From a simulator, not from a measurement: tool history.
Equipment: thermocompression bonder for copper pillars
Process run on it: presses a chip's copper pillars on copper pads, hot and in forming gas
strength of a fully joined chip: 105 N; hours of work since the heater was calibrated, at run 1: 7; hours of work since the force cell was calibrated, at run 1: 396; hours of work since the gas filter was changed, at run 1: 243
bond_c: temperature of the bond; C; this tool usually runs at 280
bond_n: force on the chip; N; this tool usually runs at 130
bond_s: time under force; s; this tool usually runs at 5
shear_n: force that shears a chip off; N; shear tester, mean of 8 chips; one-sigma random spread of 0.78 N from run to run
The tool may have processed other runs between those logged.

run,hour,bond_c,bond_n,bond_s,hours of work since the heater was calibrated,hours of work since the force cell was calibrated,hours of work since the gas filter was changed,shear_n
1,0,280,130,5,7,396,243,60
2,11.2,280,130,5,14,404,251,59.3
3,21.1,280,130,5,20,410,257,60.5
4,29.1,280,130,5,26,416,262,59.3
5,44.7,280,130,5,36,426,272,60.3
6,56.7,280,130,5,44,434,280,60
7,67,280,130,5,50,440,287,59.5
8,79.5,280,130,5,59,449,295,60.1
9,92.4,285,130,5,67,457,304,64.4
10,101.4,285,130,5,73,463,310,64.7
11,113.2,280,130,13,81,471,317,77.2
12,128,280,130,13,90,480,327,77.1
13,143.6,280,130,3,101,491,337,49.7
14,158.8,293,130,5,111,501,347,69.2
15,176.5,293,130,5,122,512,359,69.2
16,187.2,280,130,4,129,519,366,53.9
17,196.5,280,130,3,135,525,372,49.1
18,215.2,303,130,5,147,537,384,75.6
19,225.5,303,130,5,154,544,391,75.4
20,243.9,303,130,5,166,556,403,75.4
21,261.4,303,130,5,178,568,414,75.2
22,276.3,303,130,5,187,577,424,75.4
23,291.3,260,130,5,197,587,434,43.5
24,305.4,283,145,3,207,597,443,57.4
25,321.6,280,130,13,217,607,454,77.3
# hour 325.3: heater calibrated with a thermocouple chip
26,332.2,286,130,5,5,613,460,60.7
27,346.9,286,130,5,14,622,469,62
# hour 360.6: forming gas filter changed
28,364.3,280,130,13,25,633,2,78.4
29,374.4,271,130,11,32,640,9,68.3
30,383.7,296,130,10,38,646,15,83.9
# hour 389.8: heater calibrated with a thermocouple chip, once more
31,400.7,280,124,5,7,656,25,59.7
32,417.7,308,128,7,18,667,36,88.7
33,433.9,308,128,7,29,678,47,90.1
34,452.7,308,128,7,41,690,59,87.7
35,468.2,280,134,6,51,700,69,67.1
36,487.4,280,132,8,64,713,82,71.7
37,495.8,310,110,5,69,718,87,76.5
38,512.4,280,105,5,80,729,98,52
39,527.9,261,80,3,90,739,108,24.2

Branching from run 39: 3 alternative next runs. What would each branch give?
A,539.6,293,123,3,98,747,116,?
B,539.6,261,80,10,98,747,116,?
C,539.6,302,149,5,98,747,116,?

run,shear_n
A,58.1
B,37.3
C,84
Had the tool no hidden state, the same runs would have come out as:
run,shear_n
A,57.2
B,36.5
C,83.5
